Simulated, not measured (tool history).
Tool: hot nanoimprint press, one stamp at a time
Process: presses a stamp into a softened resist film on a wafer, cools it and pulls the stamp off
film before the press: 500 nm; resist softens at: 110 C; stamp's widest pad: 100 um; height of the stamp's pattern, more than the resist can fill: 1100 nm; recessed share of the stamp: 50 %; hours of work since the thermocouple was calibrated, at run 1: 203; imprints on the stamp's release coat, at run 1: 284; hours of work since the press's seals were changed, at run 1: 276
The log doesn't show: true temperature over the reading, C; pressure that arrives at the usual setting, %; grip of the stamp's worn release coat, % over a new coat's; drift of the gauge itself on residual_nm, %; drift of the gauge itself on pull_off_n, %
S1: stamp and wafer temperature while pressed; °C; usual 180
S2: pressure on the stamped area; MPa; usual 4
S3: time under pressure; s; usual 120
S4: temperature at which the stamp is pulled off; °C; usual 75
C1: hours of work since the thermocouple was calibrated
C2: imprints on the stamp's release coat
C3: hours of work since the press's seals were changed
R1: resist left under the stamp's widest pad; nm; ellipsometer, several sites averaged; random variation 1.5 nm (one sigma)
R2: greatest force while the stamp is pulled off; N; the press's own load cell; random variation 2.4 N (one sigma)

run,hour,S1,S2,S3,S4,C1,C2,C3,R1,R2
1,0,180,4,120,75,203,284,276,265.8,112
2,64.6,180,4,120,75,249,428,322,265,114
3,131.1,180,4,120,75,297,577,370,268,110
4,188.8,180,3.02,120,75,339,705,411,295.5,112
5,257.1,180,6.32,120,75,388,857,461,222.3,113
6,300.3,180,3.5,120,75,419,954,492,278.3,109
# hour 338.1: plate thermocouple calibrated
7,358.4,180,4,62,75,15,1077,531,324.6,116
8,422.8,180,4,62,75,61,1220,578,323.9,115
9,461.8,180,4,120,75,89,1307,606,266.6,112
10,504.3,180,4,120,75,120,1402,636,266.5,117
11,561.3,180,4,120,75,161,1529,677,264.2,108
12,642.3,183,4,120,75,219,1710,736,243.2,109
13,719.3,183,4,120,75,274,1881,791,236.5,111
14,773.4,180,4,120,74,313,2002,830,260.3,110
# hour 811.5: stamp cleaned and given a new release coat
15,815.2,180,4,120,74,339,9,856,261.9,113
16,878.9,181,4,120,75,385,151,902,255.4,111
17,939.4,184,2.9,64,67,428,286,945,318.9,126
# hour 967: plate thermocouple calibrated
18,1002,180,3.96,112,63,25,419,988,269.8,137
19,1071.6,173,4.05,93,76,75,574,1038,350,114
20,1146.1,180,2.44,120,75,129,740,1092,307.8,112
# hour 1181.7: press's hydraulic seals changed and the load cell set to zero
21,1201.7,180,2.44,120,75,163,846,14,306.4,113
22,1263.3,180,2.44,120,83,208,983,59,306.1,95
23,1321.9,174,2.68,61,83,250,1114,101,404.6,95
24,1401.6,176,2.72,181,76,307,1292,158,293.8,111
25,1464.4,186,5.56,207,75,352,1432,204,144.4,109
26,1502.8,186,5.56,207,75,380,1517,231,146.2,113
27,1546.2,186,5.56,207,75,411,1614,262,144.5,112
# hour 1584.6: gauge calibrated
# hour 1597.3: plate thermocouple calibrated
28,1636.8,173,3.1,120,75,28,1809,325,355,108
29,1720.3,180,5.75,90,75,88,1995,386,257.9,113
# hour 1766.2: stamp cleaned and given a new release coat
30,1804.6,180,5.75,90,75,145,86,442,255.2,110
31,1853.7,180,3.97,120,64,180,196,477,266.9,134

Hidden state at the last listed run before each entry between runs and at the first one after, where it differs:
Between runs 6 and 7: plate thermocouple calibrated (hour 338.1)
  true temperature over the reading, C: -0.02 -> 0; drift of the gauge itself on residual_nm, %: -0.53 -> -0.63
  measured less the result without the state, R1: -1.2 -> -2 nm
Between runs 14 and 15: stamp cleaned and given a new release coat (hour 811.5)
  grip of the stamp's worn release coat, % over a new coat's: 0.8 -> 0; drift of the gauge itself on residual_nm, %: -1.36 -> -1.42
  measured less the result without the state, R1: -3.4 -> -3.5 nm
Between runs 17 and 18: plate thermocouple calibrated (hour 967)
  true temperature over the reading, C: -0.03 -> 0; grip of the stamp's worn release coat, % over a new coat's: 0.1 -> 0.2; drift of the gauge itself on residual_nm, %: -1.64 -> -1.74
  measured less the result without the state, R1: -5 -> -4.7 nm
Between runs 20 and 21: press's hydraulic seals changed and the load cell set to zero (hour 1181.7)
  pressure that arrives at the usual setting, %: 99.91 -> 100; drift of the gauge itself on residual_nm, %: -2 -> -2.08
  measured less the result without the state, R1: -6.2 -> -6.5 nm
Between runs 27 and 28: gauge calibrated (hour 1584.6); plate thermocouple calibrated (hour 1597.3)
  true temperature over the reading, C: -0.02 -> 0; pressure that arrives at the usual setting, %: 99.98 -> 99.97; grip of the stamp's worn release coat, % over a new coat's: 0.6 -> 0.7; drift of the gauge itself on residual_nm, %: -2.69 -> -0.09
  measured less the result without the state, R1: -3.9 -> -0.3 nm
Between runs 29 and 30: stamp cleaned and given a new release coat (hour 1766.2)
  true temperature over the reading, C: 0 -> -0.01; pressure that arrives at the usual setting, %: 99.97 -> 99.96; grip of the stamp's worn release coat, % over a new coat's: 0.8 -> 0; drift of the gauge itself on residual_nm, %: -0.23 -> -0.37
  measured less the result without the state, R1: -0.5 -> -0.9 nm
